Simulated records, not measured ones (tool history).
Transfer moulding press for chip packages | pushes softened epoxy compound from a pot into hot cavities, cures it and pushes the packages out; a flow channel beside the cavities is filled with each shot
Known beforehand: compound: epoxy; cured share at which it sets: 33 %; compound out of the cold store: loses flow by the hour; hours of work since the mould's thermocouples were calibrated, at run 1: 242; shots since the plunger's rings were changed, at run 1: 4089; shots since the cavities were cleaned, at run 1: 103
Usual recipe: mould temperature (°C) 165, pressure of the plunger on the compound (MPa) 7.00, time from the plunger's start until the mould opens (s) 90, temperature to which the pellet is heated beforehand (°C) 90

run   hour  mould temperature (°C)  pressure of the plunger on the compound (MPa)  time from the plunger's start until the mould opens (s)  temperature to which the pellet is heated beforehand (°C)  hours of work since the mould's thermocouples were calibrated  shots since the plunger's rings were changed  shots since the cavities were cleaned  incoming compound's hours out of the cold store  length that the compound runs in the flow channel (mm)  greatest force on the pins that push the packages out (N)
  1    0.0                     165                                           7.00                                                       90                                                         90                                                            242                                          4089                                    103                                             47.7                                                     726                                                        486
  2    6.9                     165                                           7.00                                                       90                                                         96                                                            247                                          4199                                    213                                             37.1                                                     776                                                        515
  3   15.8                     165                                           7.00                                                      110                                                         96                                                            254                                          4341                                    355                                             15.2                                                     861                                                        535
      20.7  -- plunger's sealing rings changed
  4   25.9                     165                                           7.00                                                      110                                                         96                                                            260                                            83                                    476                                             43.2                                                     808                                                        561
      32.4  -- cavities cleaned with cleaning compound and waxed
  5   35.2                     165                                           7.00                                                       90                                                         91                                                            266                                           208                                     46                                             13.5                                                     929                                                        477
  6   40.7                     165                                           7.00                                                       90                                                         91                                                            270                                           296                                    134                                             36.2                                                     840                                                        517
  7   46.9                     165                                           7.19                                                       90                                                         90                                                            275                                           395                                    233                                             11.5                                                     971                                                        621
  8   53.1                     161                                           7.00                                                       90                                                         90                                                            280                                           493                                    331                                              8.9                                                     996                                                        911
  9   58.1                     161                                           7.00                                                       90                                                         90                                                            283                                           573                                    411                                             27.7                                                     883                                                        881
 10   64.2                     161                                           7.00                                                       90                                                         90                                                            288                                           669                                    507                                             11.3                                                     966                                                        991
      68.4  -- cavities cleaned with cleaning compound and waxed
 11   75.4                     161                                           6.62                                                       90                                                         90                                                            296                                           824                                    112                                             27.6                                                     858                                                        673
      77.8  -- mould's thermocouples calibrated
 12   84.3                     161                                           6.62                                                       90                                                         90                                                              5                                           934                                    222                                             15.4                                                     911                                                        774
 13   90.1                     161                                           6.62                                                       90                                                         90                                                              9                                          1026                                    314                                             14.0                                                     906                                                        880
 14   97.3                     161                                           6.62                                                       90                                                         90                                                             15                                          1141                                    429                                             44.1                                                     787                                                        871
 15  102.5                     170                                           6.62                                                       90                                                         93                                                             19                                          1223                                    511                                             22.0                                                     854                                                        627
     106.4  -- cavities cleaned with cleaning compound and waxed
 16  110.7                     161                                           6.62                                                       94                                                         93                                                             24                                          1330                                     68                                             10.6                                                     923                                                        628
     119.9  -- mould's thermocouples calibrated, once more
 17  122.2                     165                                           6.02                                                       90                                                         97                                                              2                                          1481                                    219                                             42.6                                                     751                                                        565
 18  131.0                     165                                           6.02                                                       90                                                         97                                                              9                                          1622                                    360                                             33.2                                                     763                                                        628
 19  136.5                     165                                           7.00                                                      121                                                         94                                                             13                                          1709                                    447                                             43.0                                                     794                                                        601
 20  141.1                     158                                           7.86                                                       90                                                         86                                                             16                                          1783                                    521                                             25.2                                                     938                                                       1213
     144.4  -- cavities cleaned with cleaning compound and waxed
 21  151.2                     159                                           7.86                                                       99                                                         86                                                             23                                          1920                                    108                                             18.1                                                     983                                                        604
 22  155.6                     165                                           5.95                                                       90                                                         84                                                             26                                          1990                                    178                                             15.8                                                     837                                                        537
 23  164.9                     165                                           5.95                                                       90                                                         84                                                             34                                          2138                                    326                                             14.5                                                     838                                                        640
 24  172.2                     165                                           5.95                                                       90                                                         84                                                             39                                          2255                                    443                                             37.9                                                     734                                                        689
     180.9  -- cavities cleaned with cleaning compound and waxed
 25  181.4                     164                                           7.00                                                      116                                                         90                                                             45                                          2376                                      7                                             21.6                                                     875                                                        345
 26  187.0                     170                                           8.02                                                       80                                                         91                                                             49                                          2466                                     97                                             33.9                                                     844                                                        446
 27  195.2                     165                                           6.89                                                       83                                                         90                                                             56                                          2597                                    228                                             27.0                                                     837                                                        659
 28  204.2                     165                                           7.73                                                       90                                                         98                                                             63                                          2740                                    371                                             25.3                                                     890                                                        637

Here are 4 independent what-if runs from the current tool condition. What would each one return?
  A  210.8                     159                                           7.00                                                       90                                                         90                                                             68                                          2846                                    477                                             17.2                                                       ?                                                          ?
  B  210.8                     165                                           5.46                                                       90                                                         90                                                             68                                          2846                                    477                                             38.0                                                       ?                                                          ?
  C  210.8                     165                                           7.00                                                       80                                                         88                                                             68                                          2846                                    477                                             41.8                                                       ?                                                          ?
  D  210.8                     167                                           7.73                                                      100                                                         83                                                             68                                          2846                                    477                                             40.0                                                       ?                                                          ?

run  length that the compound runs in the flow channel (mm)  greatest force on the pins that push the packages out (N)
  A                                                     899                                                       1096
  B                                                     707                                                        735
  C                                                     781                                                        826
  D                                                     829                                                        606
Without the tool's hidden state the same runs would have given:
run  length that the compound runs in the flow channel (mm)  greatest force on the pins that push the packages out (N)
  A                                                     945                                                        638
  B                                                     743                                                        429
  C                                                     821                                                        481
  D                                                     872                                                        352
